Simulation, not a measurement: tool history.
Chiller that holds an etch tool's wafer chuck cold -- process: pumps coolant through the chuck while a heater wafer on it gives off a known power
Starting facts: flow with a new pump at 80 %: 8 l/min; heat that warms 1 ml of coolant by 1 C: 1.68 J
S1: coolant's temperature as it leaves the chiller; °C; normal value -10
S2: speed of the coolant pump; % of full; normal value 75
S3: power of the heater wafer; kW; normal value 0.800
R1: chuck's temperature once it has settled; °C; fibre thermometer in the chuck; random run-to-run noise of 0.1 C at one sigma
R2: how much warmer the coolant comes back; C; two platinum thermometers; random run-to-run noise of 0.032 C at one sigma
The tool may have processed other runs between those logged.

{"run": 1, "hour": 0.0, "S1": -10, "S2": 75, "S3": 0.8, "R1": -2.3, "R2": 4.03}
{"run": 2, "hour": 47.0, "S1": -10, "S2": 75, "S3": 0.8, "R1": -2.2, "R2": 4.05}
{"run": 3, "hour": 87.8, "S1": -10, "S2": 75, "S3": 0.8, "R1": -2.2, "R2": 4.05}
{"run": 4, "hour": 146.6, "S1": -10, "S2": 75, "S3": 0.936, "R1": -0.8, "R2": 4.77}
{"run": 5, "hour": 197.7, "S1": -10, "S2": 75, "S3": 0.936, "R1": -0.8, "R2": 4.78}
{"run": 6, "hour": 253.9, "S1": -10, "S2": 75, "S3": 0.908, "R1": -1.2, "R2": 4.65}
{"run": 7, "hour": 296.4, "S1": -10, "S2": 75, "S3": 0.8, "R1": -2.3, "R2": 4.12}
{"run": 8, "hour": 326.1, "S1": -10, "S2": 75, "S3": 0.816, "R1": -1.9, "R2": 4.22}
{"run": 9, "hour": 354.1, "S1": -10, "S2": 75, "S3": 0.816, "R1": -2.0, "R2": 4.24}
{"run": 10, "hour": 396.8, "S1": -10, "S2": 63, "S3": 0.816, "R1": -0.6, "R2": 5.01}
{"run": 11, "hour": 440.0, "S1": -19, "S2": 81, "S3": 1.15, "R1": -8.3, "R2": 5.42}
{"run": 12, "hour": 468.3, "S1": -10, "S2": 68, "S3": 0.8, "R1": -1.3, "R2": 4.63}
{"run": 13, "hour": 518.3, "S1": -15, "S2": 100, "S3": 0.459, "R1": -11.6, "R2": 1.74}
{"run": 14, "hour": 568.4, "S1": -15, "S2": 100, "S3": 0.459, "R1": -11.8, "R2": 1.75}
{"run": 15, "hour": 617.5, "S1": -3, "S2": 97, "S3": 0.693, "R1": 2.5, "R2": 2.69}

Branching from run 15: 4 alternative next runs. What would each branch give?
{"run": "A", "hour": 651.5, "S1": -3, "S2": 80, "S3": 0.693, "R1": "?", "R2": "?"}
{"run": "B", "hour": 651.5, "S1": -12, "S2": 95, "S3": 0.672, "R1": "?", "R2": "?"}
{"run": "C", "hour": 651.5, "S1": -9, "S2": 97, "S3": 0.427, "R1": "?", "R2": "?"}
{"run": "D", "hour": 651.5, "S1": -4, "S2": 67, "S3": 0.693, "R1": "?", "R2": "?"}

run=A R1=3.4 R2=3.33
run=B R1=-6.4 R2=2.75
run=C R1=-5.8 R2=1.69
run=D R1=3.6 R2=4.05
Without the tool's unlogged condition, the same runs would have read:
run=A R1=2.7 R2=3.07
run=B R1=-6.9 R2=2.53
run=C R1=-6.0 R2=1.56
run=D R1=2.7 R2=3.73
